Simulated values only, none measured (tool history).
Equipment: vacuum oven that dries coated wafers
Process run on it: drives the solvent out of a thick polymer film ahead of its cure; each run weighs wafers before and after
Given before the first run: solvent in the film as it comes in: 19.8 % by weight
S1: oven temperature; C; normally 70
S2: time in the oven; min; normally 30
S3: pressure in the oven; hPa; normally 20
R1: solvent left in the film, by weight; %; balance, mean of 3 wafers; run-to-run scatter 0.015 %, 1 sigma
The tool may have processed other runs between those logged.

run   hour  S1  S2    S3    R1
  1      0  70  30    20  3.26
  2   53.7  70  30    20  3.25
  3  127.3  70  26    20   3.6
  4  200.6  70  30  39.9  5.52
  5    288  70  30    20  3.24
  6  416.8  70  30    20  3.28
  7  476.3  70  30    20  3.26
  8    558  70  30    20  3.24
  9  663.9  70  30    80  9.98
 10  739.1  60  30  37.2  8.92

Estimate the outcome of run 11 from the log above:
 11  792.5  60  30  37.2   ?

Run 11 yielded R1 8.84 %.
Take away the tool's hidden state, keep the run-to-run variation as it was, and the same run would have given R1 8.67 %.

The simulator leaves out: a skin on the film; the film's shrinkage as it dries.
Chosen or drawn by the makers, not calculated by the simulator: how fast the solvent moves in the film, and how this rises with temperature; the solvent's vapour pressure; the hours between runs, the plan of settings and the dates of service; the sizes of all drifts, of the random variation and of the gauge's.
